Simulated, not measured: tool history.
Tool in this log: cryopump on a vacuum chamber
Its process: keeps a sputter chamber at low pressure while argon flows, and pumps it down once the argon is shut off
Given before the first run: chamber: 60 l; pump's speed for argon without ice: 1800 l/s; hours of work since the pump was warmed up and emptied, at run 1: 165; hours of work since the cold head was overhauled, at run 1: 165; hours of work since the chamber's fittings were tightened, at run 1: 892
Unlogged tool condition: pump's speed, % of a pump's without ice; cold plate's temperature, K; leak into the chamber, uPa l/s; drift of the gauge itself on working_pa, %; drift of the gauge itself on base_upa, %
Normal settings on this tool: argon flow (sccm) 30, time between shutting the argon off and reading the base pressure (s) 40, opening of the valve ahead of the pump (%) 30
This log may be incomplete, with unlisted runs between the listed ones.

run,hour,argon flow (sccm),time between shutting the argon off and reading the base pressure (s),opening of the valve ahead of the pump (%),hours of work since the pump was warmed up and emptied,hours of work since the cold head was overhauled,hours of work since the chamber's fittings were tightened,pressure while argon flows (Pa),pressure after the wait (uPa)
1,0.0,30,40,30,165,165,892,0.0958,2.78
2,55.2,30,40,30,205,205,932,0.0966,2.87
3,151.4,30,40,30,274,274,1002,0.0968,2.91
4,205.9,30,40,30,314,314,1041,0.0976,2.90
5,272.2,30,40,30,362,362,1089,0.0967,2.96
6,363.1,30,40,22,428,428,1155,0.1316,3.07
7,459.7,30,40,30,498,498,1225,0.0984,3.15
8,535.4,13,40,28,553,553,1280,0.0460,3.19

Run 9, settings as shown, results not yet in. Your forecast:
9,602.9,13,185,28,602,602,1329,?,?

pressure while argon flows (Pa): 0.0462
pressure after the wait (uPa): 1.70
The same run, on a tool lacking any hidden state, would have yielded pressure while argon flows (Pa) 0.0436, pressure after the wait (uPa) 0.57.

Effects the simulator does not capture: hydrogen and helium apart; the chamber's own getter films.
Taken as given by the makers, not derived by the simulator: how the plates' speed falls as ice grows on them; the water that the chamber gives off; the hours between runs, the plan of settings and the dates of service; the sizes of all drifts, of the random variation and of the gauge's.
